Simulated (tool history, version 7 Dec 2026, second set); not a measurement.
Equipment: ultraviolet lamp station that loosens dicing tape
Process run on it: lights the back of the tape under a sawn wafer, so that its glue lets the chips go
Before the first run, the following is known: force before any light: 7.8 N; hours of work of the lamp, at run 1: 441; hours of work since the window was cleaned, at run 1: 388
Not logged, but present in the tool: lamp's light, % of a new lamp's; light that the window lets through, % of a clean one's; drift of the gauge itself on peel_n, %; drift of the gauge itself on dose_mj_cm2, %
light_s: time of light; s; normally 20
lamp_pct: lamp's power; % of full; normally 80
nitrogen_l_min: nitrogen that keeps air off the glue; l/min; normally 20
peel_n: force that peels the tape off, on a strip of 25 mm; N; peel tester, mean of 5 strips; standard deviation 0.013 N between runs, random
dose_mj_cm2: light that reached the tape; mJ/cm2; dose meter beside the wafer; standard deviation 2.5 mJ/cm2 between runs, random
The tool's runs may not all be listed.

| run | day | light_s | lamp_pct | nitrogen_l_min | hours of work of the lamp | hours of work since the window was cleaned | peel_n | dose_mj_cm2 |
|---|---|---|---|---|---|---|---|---|
| 1 | 0 | 20 | 80 | 20 | 441 | 388 | 0.594 | 303 |
|  | 0.575 | window cleaned of glue's vapour |
| 2 | 1.267 | 20 | 100 | 20 | 462 | 12 | 0.359 | 372 |
| 3 | 2.704 | 13 | 100 | 20 | 486 | 36 | 0.927 | 246 |
| 4 | 4.171 | 13 | 100 | 20 | 511 | 61 | 0.949 | 242 |
| 5 | 5.354 | 13 | 100 | 20 | 531 | 81 | 0.928 | 244 |
| 6 | 6.771 | 13 | 100 | 20 | 555 | 105 | 0.938 | 243 |
| 7 | 7.675 | 27 | 67 | 8 | 570 | 120 | 1.054 | 341 |
| 8 | 8.729 | 10 | 97 | 11 | 588 | 138 | 2.161 | 185 |
| 9 | 9.575 | 17 | 91 | 7 | 602 | 152 | 1.555 | 289 |
| 10 | 10.429 | 10 | 80 | 36 | 617 | 167 | 1.494 | 151 |
| 11 | 12.108 | 13 | 80 | 12 | 645 | 195 | 1.854 | 194 |

Consider 3 possible next runs. They are alternatives, not a sequence: every one starts from the tool as it was left by run 11. What does each give?
| A | 13.3 | 13 | 80 | 19 | 665 | 215 | ? | ? |
| B | 13.3 | 20 | 69 | 20 | 665 | 215 | ? | ? |
| C | 13.3 | 13 | 79 | 6 | 665 | 215 | ? | ? |

| run | peel_n | dose_mj_cm2 |
|---|---|---|
| A | 1.443 | 196 |
| B | 0.854 | 258 |
| C | 2.743 | 193 |
With the hidden condition removed and each run's random variation left untouched, the same runs would have given:
| run | peel_n | dose_mj_cm2 |
|---|---|---|
| A | 1.439 | 196 |
| B | 0.851 | 258 |
| C | 2.739 | 193 |

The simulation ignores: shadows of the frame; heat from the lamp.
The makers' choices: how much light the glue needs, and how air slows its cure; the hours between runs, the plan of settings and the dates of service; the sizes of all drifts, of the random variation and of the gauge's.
